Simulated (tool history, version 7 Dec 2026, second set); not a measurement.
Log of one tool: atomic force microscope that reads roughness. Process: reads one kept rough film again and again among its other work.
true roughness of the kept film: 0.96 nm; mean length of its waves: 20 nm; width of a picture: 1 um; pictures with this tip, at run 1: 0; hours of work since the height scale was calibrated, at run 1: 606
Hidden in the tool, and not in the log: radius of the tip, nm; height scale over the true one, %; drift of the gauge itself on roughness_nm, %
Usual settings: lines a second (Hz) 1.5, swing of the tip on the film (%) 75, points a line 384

run    hour  lines a second (Hz)  swing of the tip on the film (%)  points a line  pictures with this tip  hours of work since the height scale was calibrated  roughness of the kept film (nm (root mean square))
  1       0                  1.5                                75            384                       0                                                  606                                               0.821
  2    54.7                  1.5                                75            384                      69                                                  637                                               0.832
      113.5  -- new tip fitted
  3   113.5                  1.5                                75            384                       0                                                  670                                               0.835
  4   166.5                  1.5                                85            384                      66                                                  700                                               0.793
  5     200                  1.5                                85            384                     108                                                  719                                               0.787
      224.1  -- new tip fitted
  6   234.8                  1.5                                76            384                      13                                                  739                                               0.823
  7   281.2                 1.24                                76            384                      71                                                  765                                               0.841
  8     310                 1.24                                76            384                     107                                                  781                                               0.831
      338.6  -- new tip fitted
  9   343.6                  1.5                                83            384                       7                                                  800                                               0.799
 10   402.8                  1.5                                83            384                      81                                                  833                                               0.806
 11   431.5                  1.5                                83            384                     117                                                  850                                               0.798
      450.5  -- new tip fitted
 12   481.1                  1.5                                83            384                      38                                                  878                                               0.801
 13   520.7                  1.5                                83            384                      88                                                  900                                               0.802
      564.4  -- new tip fitted
 14   566.7                  1.5                                81            384                       3                                                  926                                               0.808
 15   623.9                  1.5                                81            384                      75                                                  958                                               0.821
 16   649.5                  1.5                                75            915                     107                                                  973                                               0.847
      676.2  -- new tip fitted
 17   690.4                  1.5                                75            915                      17                                                  996                                               0.847
 18   719.3                  1.5                                75            558                      54                                                 1012                                               0.844
 19   761.1                  1.5                                75            558                     106                                                 1036                                               0.838
      779.1  -- height scale calibrated on a step standard
      789.9  -- new tip fitted
 20   795.2                  1.5                                75            558                       7                                                    9                                               0.831
 21   844.2                  1.5                                75            558                      68                                                   37                                               0.829
 22   890.7                  1.5                                75            558                     127                                                   63                                               0.832
        900  -- new tip fitted
 23   916.4                  1.5                                75            558                      20                                                   77                                               0.829
 24   944.2                  1.5                                75            558                      55                                                   93                                               0.836
 25   971.9                 1.62                                68            961                      90                                                  109                                               0.853
 26  1005.4                 3.63                                83            294                     132                                                  128                                               0.702
     1014.3  -- new tip fitted
 27  1053.1                 3.63                                87            294                      49                                                  154                                               0.687
 28    1095                 0.57                                62            557                     101                                                  178                                               0.872
     1126.8  -- new tip fitted
 29  1153.3                 0.57                                62            557                      33                                                  211                                               0.881
 30  1210.7                 0.57                                62            557                     105                                                  244                                               0.875
     1241.5  -- new tip fitted
 31  1251.4                 0.57                                62            557                      12                                                  266                                               0.879
 32  1303.7                  1.5                                60            384                      78                                                  296                                               0.854
 33  1336.4                  1.5                                75            380                     119                                                  314                                               0.822
     1352.6  -- new tip fitted
 34  1391.9                  1.5                                75            380                      50                                                  346                                                0.83

Run 35 comes next. What will it give?
 35  1421.3                 1.02                                66            668                      86                                                  362                                                   ?

Run 35 gave roughness of the kept film (nm (root mean square)) 0.874.
Without the tool's hidden state the same run would have given roughness of the kept film (nm (root mean square)) 0.877.
